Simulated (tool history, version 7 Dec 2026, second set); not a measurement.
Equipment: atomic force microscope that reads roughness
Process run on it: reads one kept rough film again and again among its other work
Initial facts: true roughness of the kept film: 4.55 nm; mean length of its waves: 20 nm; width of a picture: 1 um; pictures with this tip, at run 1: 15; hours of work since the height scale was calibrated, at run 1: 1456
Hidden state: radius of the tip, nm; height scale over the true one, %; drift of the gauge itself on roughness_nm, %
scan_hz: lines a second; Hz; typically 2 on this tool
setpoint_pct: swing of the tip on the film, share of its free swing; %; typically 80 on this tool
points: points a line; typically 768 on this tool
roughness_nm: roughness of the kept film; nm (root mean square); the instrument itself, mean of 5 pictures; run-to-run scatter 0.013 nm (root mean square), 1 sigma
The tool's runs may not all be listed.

run	hour	scan_hz	setpoint_pct	points	pictures with this tip	hours of work since the height scale was calibrated	roughness_nm
1	0	2	80	768	15	1456	2.844
2	40	2	80	303	89	1485	2.266
# hour 46: new tip fitted
# hour 99.6: new tip fitted
3	107.5	2	80	582	14	1534	2.876
# hour 154.9: new tip fitted
4	168.4	3.62	80	768	25	1578	2.483
# hour 188: height scale calibrated on a step standard
# hour 210.8: new tip fitted
5	223.7	2	80	768	24	26	2.869
# hour 265: new tip fitted
6	286.2	2	80	768	40	71	2.701
# hour 320.1: new tip fitted
7	352.2	2	80	768	60	120	2.535
# hour 372.1: new tip fitted
8	401.8	2.13	79	508	56	156	2.489
# hour 426.5: new tip fitted
9	438.6	1.42	73	448	22	182	3.114
# hour 481.3: new tip fitted
10	491.8	1.42	73	448	19	221	3.099
11	527.3	1.42	73	448	86	247	2.477
# hour 534.9: new tip fitted
12	563	1.42	77	492	52	273	2.742

Here are 4 independent what-if runs from the current tool condition. What would each one return?
# hour 590.1: new tip fitted
A	605.8	0.87	80	305	29	304	?
# hour 590.1: new tip fitted
B	605.8	1.45	77	339	29	304	?
# hour 590.1: new tip fitted
C	605.8	3.44	77	340	29	304	?
# hour 590.1: new tip fitted
D	605.8	1.41	77	389	29	304	?

run	roughness_nm
A	2.95
B	2.866
C	2.512
D	2.88
Without the tool's hidden state the same runs would have given:
run	roughness_nm
A	3.357
B	3.26
C	2.858
D	3.278
